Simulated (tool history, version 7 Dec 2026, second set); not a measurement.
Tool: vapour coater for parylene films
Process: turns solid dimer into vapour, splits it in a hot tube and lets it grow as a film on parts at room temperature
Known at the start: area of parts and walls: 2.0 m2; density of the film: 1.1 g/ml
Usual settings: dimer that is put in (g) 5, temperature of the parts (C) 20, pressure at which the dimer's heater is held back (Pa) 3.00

| run | hour | dimer that is put in (g) | temperature of the parts (C) | pressure at which the dimer's heater is held back (Pa) | thickness of the film (um) |
|---|---|---|---|---|---|
| 1 | 0.0 | 5 | 20 | 3.00 | 1.68 |
| 2 | 32.5 | 5 | 20 | 3.00 | 1.64 |
| 3 | 53.1 | 5 | 20 | 3.00 | 1.70 |
| 4 | 71.2 | 5 | 20 | 3.00 | 1.65 |
| 5 | 104.4 | 5 | 20 | 3.00 | 1.64 |
| 6 | 126.8 | 5 | 17 | 3.00 | 1.84 |
| 7 | 140.9 | 5 | 25 | 3.00 | 1.37 |
| 8 | 155.2 | 5 | 25 | 3.00 | 1.35 |
|  | 181.6 | trap's valve overhauled |
| 9 | 182.1 | 5 | 28 | 3.00 | 1.21 |
| 10 | 198.2 | 5 | 28 | 3.00 | 1.18 |
| 11 | 226.0 | 5 | 28 | 3.00 | 1.17 |
| 12 | 250.5 | 5 | 28 | 3.00 | 1.18 |
| 13 | 271.3 | 5 | 28 | 3.00 | 1.15 |
| 14 | 297.7 | 5 | 13 | 3.00 | 1.94 |
| 15 | 330.2 | 5 | 13 | 3.00 | 1.95 |
|  | 354.2 | trap's valve overhauled, once more |
| 16 | 357.5 | 5 | 13 | 3.00 | 2.23 |
| 17 | 374.7 | 4 | 20 | 3.00 | 1.43 |
| 18 | 404.4 | 4 | 20 | 3.00 | 1.37 |
| 19 | 426.7 | 5 | 20 | 3.00 | 1.75 |
| 20 | 456.3 | 5 | 28 | 3.00 | 1.28 |
| 21 | 472.7 | 5 | 20 | 3.00 | 1.75 |
| 22 | 500.7 | 5 | 20 | 11.82 | 1.42 |
| 23 | 525.6 | 5 | 20 | 11.82 | 1.42 |
| 24 | 557.4 | 2 | 20 | 3.74 | 0.66 |
| 25 | 571.1 | 5 | 20 | 3.00 | 1.72 |
| 26 | 593.4 | 5 | 20 | 3.00 | 1.77 |
| 27 | 626.7 | 3 | 20 | 3.00 | 1.04 |
| 28 | 659.1 | 3 | 22 | 3.21 | 0.96 |
| 29 | 680.3 | 4 | 22 | 3.04 | 1.21 |
| 30 | 695.0 | 3 | 31 | 3.00 | 0.67 |
| 31 | 709.3 | 3 | 31 | 3.00 | 0.66 |
| 32 | 738.3 | 3 | 14 | 10.87 | 1.03 |
| 33 | 771.6 | 5 | 17 | 5.08 | 1.73 |
| 34 | 797.0 | 5 | 17 | 5.08 | 1.71 |
| 35 | 818.9 | 5 | 18 | 3.00 | 1.77 |
|  | 838.8 | trap's valve overhauled |
| 36 | 848.7 | 3 | 16 | 3.90 | 1.20 |
| 37 | 869.0 | 8 | 20 | 4.57 | 2.71 |
| 38 | 890.2 | 2 | 20 | 6.87 | 0.68 |
| 39 | 915.1 | 2 | 20 | 2.08 | 0.75 |
| 40 | 931.1 | 3 | 26 | 2.08 | 0.90 |
| 41 | 953.2 | 4 | 20 | 10.04 | 1.17 |
| 42 | 967.1 | 5 | 25 | 4.18 | 1.35 |
| 43 | 984.0 | 2 | 17 | 7.85 | 0.69 |
| 44 | 1004.2 | 7 | 25 | 3.20 | 2.05 |
| 45 | 1019.2 | 7 | 25 | 3.20 | 1.98 |
| 46 | 1034.1 | 5 | 16 | 3.00 | 2.00 |

Hidden state or all else? Some run-to-run changes of thickness of the film (um), split into what the settings, what came in and random variation would give without the hidden state, and what is left for the hidden state (with any gauge scatter that isn't in both results):
The hidden state here: vapour lost through the trap's worn valve, %; true temperature of the parts over the reading, C; drift of the gauge itself on film_um, %.
Run 13 -> 14: temperature of the parts (C) 28 -> 13. thickness of the film (um) +0.79: hidden state -0.14, all else +0.93.
Run 15 -> 16: trap's valve overhauled, once more. thickness of the film (um) +0.28: hidden state +0.28, all else +0.00.
Run 35 -> 36: dimer that is put in (g) 5 -> 3, temperature of the parts (C) 18 -> 16, pressure at which the dimer's heater is held back (Pa) 3.00 -> 3.90, trap's valve overhauled. thickness of the film (um) -0.57: hidden state +0.15, all else -0.72.
Run 36 -> 37: dimer that is put in (g) 3 -> 8, temperature of the parts (C) 16 -> 20, pressure at which the dimer's heater is held back (Pa) 3.90 -> 4.57. thickness of the film (um) +1.51: hidden state +0.01, all else +1.50.
Run 37 -> 38: dimer that is put in (g) 8 -> 2, pressure at which the dimer's heater is held back (Pa) 4.57 -> 6.87. thickness of the film (um) -2.03: hidden state -0.03, all else -2.00.
Run 43 -> 44: dimer that is put in (g) 2 -> 7, temperature of the parts (C) 17 -> 25, pressure at which the dimer's heater is held back (Pa) 7.85 -> 3.20. thickness of the film (um) +1.36: hidden state -0.01, all else +1.37.
